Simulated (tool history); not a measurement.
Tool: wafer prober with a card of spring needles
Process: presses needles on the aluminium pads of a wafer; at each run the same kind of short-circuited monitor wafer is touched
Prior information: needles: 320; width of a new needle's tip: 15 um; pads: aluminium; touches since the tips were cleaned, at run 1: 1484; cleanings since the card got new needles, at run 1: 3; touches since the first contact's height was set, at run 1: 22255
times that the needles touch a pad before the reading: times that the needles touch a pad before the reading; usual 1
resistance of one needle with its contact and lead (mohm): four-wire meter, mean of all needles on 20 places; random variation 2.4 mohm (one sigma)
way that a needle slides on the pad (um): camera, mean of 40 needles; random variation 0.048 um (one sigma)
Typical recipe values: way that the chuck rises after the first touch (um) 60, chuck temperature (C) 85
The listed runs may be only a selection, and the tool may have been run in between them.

run  hour  way that the chuck rises after the first touch (um)  chuck temperature (C)  times that the needles touch a pad before the reading  touches since the tips were cleaned  cleanings since the card got new needles  touches since the first contact's height was set  resistance of one needle with its contact and lead (mohm)  way that a needle slides on the pad (um)
  1   0.0                                                   60                     85                                                      1                                 1484                                         3                                             22255                                                        301                                     16.06
     10.1  -- tips cleaned on abrasive film
  2  11.4                                                   60                     85                                                      2                                  654                                         4                                             27785                                                        281                                     16.07
  3  16.8                                                   60                     85                                                      2                                 3270                                         4                                             30401                                                        303                                     16.09
     23.0  -- tips cleaned on abrasive film
  4  23.0                                                   60                     85                                                      2                                    0                                         5                                             33384                                                        273                                     16.04
  5  31.2                                                   60                     85                                                      2                                 4022                                         5                                             37406                                                        307                                     16.02
     36.2  -- tips cleaned on abrasive film
  6  37.8                                                   60                     85                                                      2                                  789                                         6                                             40585                                                        286                                     16.10
  7  44.3                                                   46                     49                                                      1                                 3962                                         6                                             43758                                                        373                                     12.20
     49.5  -- tips cleaned on abrasive film
  8  53.2                                                   59                     40                                                      1                                 1806                                         7                                             48099                                                        299                                     15.76
  9  61.7                                                   59                     40                                                      1                                 5945                                         7                                             52238                                                        342                                     15.72
     62.9  -- tips cleaned on abrasive film
 10  67.3                                                   73                     85                                                      1                                 2172                                         8                                             54940                                                        306                                     19.45

Predict each of these 4 candidate next runs independently; none follows another, all start after run 10:
     76.2  -- tips cleaned on abrasive film
  A  76.2                                                   47                     54                                                      1                                    0                                         9                                             59247                                                          ?                                         ?
     76.2  -- tips cleaned on abrasive film
  B  76.2                                                   69                     85                                                      1                                    0                                         9                                             59247                                                          ?                                         ?
     76.2  -- tips cleaned on abrasive film
  C  76.2                                                   56                     49                                                      3                                    0                                         9                                             59247                                                          ?                                         ?
     76.2  -- tips cleaned on abrasive film
  D  76.2                                                   43                     85                                                      1                                    0                                         9                                             59247                                                          ?                                         ?

run  resistance of one needle with its contact and lead (mohm)  way that a needle slides on the pad (um)
  A                                                        279                                     12.47
  B                                                        273                                     18.44
  C                                                        265                                     14.81
  D                                                        288                                     11.37
What these runs would have given with no unlogged condition in the tool:
run  resistance of one needle with its contact and lead (mohm)  way that a needle slides on the pad (um)
  A                                                        267                                     12.65
  B                                                        267                                     18.62
  C                                                        261                                     14.99
  D                                                        275                                     11.55
